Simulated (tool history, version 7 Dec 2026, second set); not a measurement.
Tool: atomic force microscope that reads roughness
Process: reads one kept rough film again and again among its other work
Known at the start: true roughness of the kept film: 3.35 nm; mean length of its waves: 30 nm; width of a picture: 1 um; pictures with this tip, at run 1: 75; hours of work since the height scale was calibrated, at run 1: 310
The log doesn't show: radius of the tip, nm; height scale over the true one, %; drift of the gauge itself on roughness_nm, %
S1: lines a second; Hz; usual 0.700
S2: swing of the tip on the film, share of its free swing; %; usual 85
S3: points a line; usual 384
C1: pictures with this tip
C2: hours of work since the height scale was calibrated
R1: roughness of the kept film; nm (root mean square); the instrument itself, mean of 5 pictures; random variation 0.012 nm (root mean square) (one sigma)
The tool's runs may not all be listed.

run 1 hour=0.0 | S1=0.700 S2=85 S3=384 | C1=75 C2=310 | R1=2.379
-- hour=7.0 new tip fitted
run 2 hour=19.9 | S1=0.700 S2=85 S3=384 | C1=33 C2=325 | R1=2.586
run 3 hour=41.3 | S1=0.700 S2=85 S3=384 | C1=87 C2=342 | R1=2.302
-- hour=42.8 new tip fitted
run 4 hour=65.2 | S1=0.700 S2=85 S3=610 | C1=57 C2=361 | R1=2.490
-- hour=79.9 new tip fitted
run 5 hour=89.7 | S1=0.700 S2=85 S3=610 | C1=25 C2=380 | R1=2.660
run 6 hour=103.6 | S1=0.700 S2=60 S3=610 | C1=61 C2=391 | R1=2.612
-- hour=115.5 new tip fitted
run 7 hour=120.0 | S1=0.700 S2=88 S3=384 | C1=11 C2=403 | R1=2.714
run 8 hour=136.6 | S1=0.700 S2=88 S3=384 | C1=54 C2=416 | R1=2.479
-- hour=151.4 new tip fitted
run 9 hour=159.6 | S1=0.700 S2=88 S3=384 | C1=21 C2=434 | R1=2.661
run 10 hour=174.1 | S1=0.700 S2=88 S3=384 | C1=58 C2=445 | R1=2.436
-- hour=186.9 new tip fitted
run 11 hour=189.9 | S1=0.740 S2=65 S3=343 | C1=8 C2=458 | R1=2.928
run 12 hour=202.7 | S1=0.740 S2=65 S3=343 | C1=40 C2=468 | R1=2.713
-- hour=222.1 new tip fitted
run 13 hour=222.5 | S1=3.638 S2=57 S3=618 | C1=1 C2=483 | R1=2.833
run 14 hour=239.0 | S1=1.907 S2=57 S3=832 | C1=43 C2=496 | R1=2.657
run 15 hour=256.1 | S1=1.907 S2=57 S3=832 | C1=86 C2=509 | R1=2.404
-- hour=258.5 new tip fitted
run 16 hour=270.8 | S1=1.907 S2=56 S3=282 | C1=31 C2=521 | R1=2.725
run 17 hour=289.3 | S1=0.700 S2=61 S3=384 | C1=78 C2=535 | R1=2.524

The same runs without the tool's hidden state, with the same run-to-run variation:
run=1 R1=2.834
run=2 R1=2.832
run=3 R1=2.838
run=4 R1=2.860
run=5 R1=2.849
run=6 R1=3.042
run=7 R1=2.797
run=8 R1=2.798
run=9 R1=2.806
run=10 R1=2.795
run=11 R1=2.981
run=12 R1=2.997
run=13 R1=2.833
run=14 R1=2.957
run=15 R1=2.946
run=16 R1=2.933
run=17 R1=3.025
